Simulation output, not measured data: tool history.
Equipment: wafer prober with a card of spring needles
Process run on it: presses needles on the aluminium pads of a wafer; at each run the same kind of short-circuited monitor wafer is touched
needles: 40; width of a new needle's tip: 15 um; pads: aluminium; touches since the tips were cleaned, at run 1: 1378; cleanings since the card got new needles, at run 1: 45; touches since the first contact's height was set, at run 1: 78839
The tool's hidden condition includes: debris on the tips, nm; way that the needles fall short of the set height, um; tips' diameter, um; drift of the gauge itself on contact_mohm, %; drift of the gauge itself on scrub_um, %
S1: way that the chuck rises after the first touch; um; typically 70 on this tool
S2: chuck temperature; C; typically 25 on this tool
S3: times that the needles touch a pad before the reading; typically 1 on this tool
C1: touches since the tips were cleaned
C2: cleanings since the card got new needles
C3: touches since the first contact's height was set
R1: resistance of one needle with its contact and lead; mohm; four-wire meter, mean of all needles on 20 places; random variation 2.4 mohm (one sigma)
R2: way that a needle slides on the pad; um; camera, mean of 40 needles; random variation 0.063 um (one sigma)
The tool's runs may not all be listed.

run 1 hour=0 | S1=70 S2=25 S3=1 | C1=1378 C2=45 C3=78839 | R1=273 R2=15.3
-- hour=12.1 tips cleaned on abrasive film
-- hour=31.5 tips cleaned on abrasive film
-- hour=51.2 tips cleaned on abrasive film
-- hour=70.5 tips cleaned on abrasive film
run 2 hour=76.8 | S1=70 S2=25 S3=1 | C1=1941 C2=49 C3=102413 | R1=273 R2=15.22
-- hour=88.8 tips cleaned on abrasive film
-- hour=108.8 tips cleaned on abrasive film
run 3 hour=114.9 | S1=70 S2=25 S3=1 | C1=1883 C2=51 C3=114119 | R1=280 R2=15.27
-- hour=127 tips cleaned on abrasive film
-- hour=146.5 tips cleaned on abrasive film
-- hour=165.8 tips cleaned on abrasive film
run 4 hour=168.8 | S1=70 S2=25 S3=3 | C1=928 C2=54 C3=130656 | R1=272 R2=15.46
-- hour=184.6 tips cleaned on abrasive film
-- hour=204.6 tips cleaned on abrasive film
-- hour=223.9 tips cleaned on abrasive film
run 5 hour=233.2 | S1=70 S2=25 S3=3 | C1=2890 C2=57 C3=150443 | R1=276 R2=15.36
-- hour=241.2 tips cleaned on abrasive film
-- hour=257.3 tips cleaned on abrasive film
-- hour=277.3 tips cleaned on abrasive film
-- hour=293.3 tips cleaned on abrasive film
run 6 hour=306.2 | S1=54 S2=59 S3=1 | C1=3973 C2=61 C3=172836 | R1=292 R2=11.83
-- hour=310.3 tips cleaned on abrasive film
-- hour=329.6 tips cleaned on abrasive film
-- hour=349.7 tips cleaned on abrasive film
run 7 hour=354.5 | S1=54 S2=59 S3=1 | C1=1496 C2=64 C3=187647 | R1=288 R2=11.78
-- hour=366.6 tips cleaned on abrasive film
-- hour=374.5 height of the first contact set anew
-- hour=386.6 tips cleaned on abrasive film
run 8 hour=401.9 | S1=54 S2=59 S3=1 | C1=4737 C2=66 C3=8425 | R1=291 R2=11.82
-- hour=405.3 tips cleaned on abrasive film
-- hour=425.3 tips cleaned on abrasive film
-- hour=442.2 tips cleaned on abrasive film
run 9 hour=442.2 | S1=59 S2=25 S3=1 | C1=0 C2=69 C3=20750 | R1=276 R2=12.99
-- hour=462.2 tips cleaned on abrasive film
-- hour=478.2 tips cleaned on abrasive film
-- hour=498.2 tips cleaned on abrasive film
-- hour=517.5 tips cleaned on abrasive film
run 10 hour=518 | S1=68 S2=79 S3=1 | C1=176 C2=73 C3=44038 | R1=294 R2=14.88

Forecast each of these 4 alternatives for the next run:
-- hour=534.1 tips cleaned on abrasive film
-- hour=554.1 tips cleaned on abrasive film
-- hour=574.1 tips cleaned on abrasive film
-- hour=590.1 tips cleaned on abrasive film
run A hour=591.2 | S1=54 S2=25 S3=1 | C1=347 C2=77 C3=66504 | R1=? R2=?
-- hour=534.1 tips cleaned on abrasive film
-- hour=554.1 tips cleaned on abrasive film
-- hour=574.1 tips cleaned on abrasive film
-- hour=590.1 tips cleaned on abrasive film
run B hour=591.2 | S1=66 S2=79 S3=1 | C1=347 C2=77 C3=66504 | R1=? R2=?
-- hour=534.1 tips cleaned on abrasive film
-- hour=554.1 tips cleaned on abrasive film
-- hour=574.1 tips cleaned on abrasive film
-- hour=590.1 tips cleaned on abrasive film
run C hour=591.2 | S1=63 S2=79 S3=1 | C1=347 C2=77 C3=66504 | R1=? R2=?
-- hour=534.1 tips cleaned on abrasive film
-- hour=554.1 tips cleaned on abrasive film
-- hour=574.1 tips cleaned on abrasive film
-- hour=590.1 tips cleaned on abrasive film
run D hour=591.2 | S1=68 S2=34 S3=1 | C1=347 C2=77 C3=66504 | R1=? R2=?

run=A R1=277 R2=11.84
run=B R1=296 R2=14.51
run=C R1=301 R2=13.82
run=D R1=276 R2=15
Take away the tool's hidden state, keep each run's random variation, and the runs would have read:
run=A R1=277 R2=11.78
run=B R1=295 R2=14.44
run=C R1=300 R2=13.75
run=D R1=276 R2=14.92

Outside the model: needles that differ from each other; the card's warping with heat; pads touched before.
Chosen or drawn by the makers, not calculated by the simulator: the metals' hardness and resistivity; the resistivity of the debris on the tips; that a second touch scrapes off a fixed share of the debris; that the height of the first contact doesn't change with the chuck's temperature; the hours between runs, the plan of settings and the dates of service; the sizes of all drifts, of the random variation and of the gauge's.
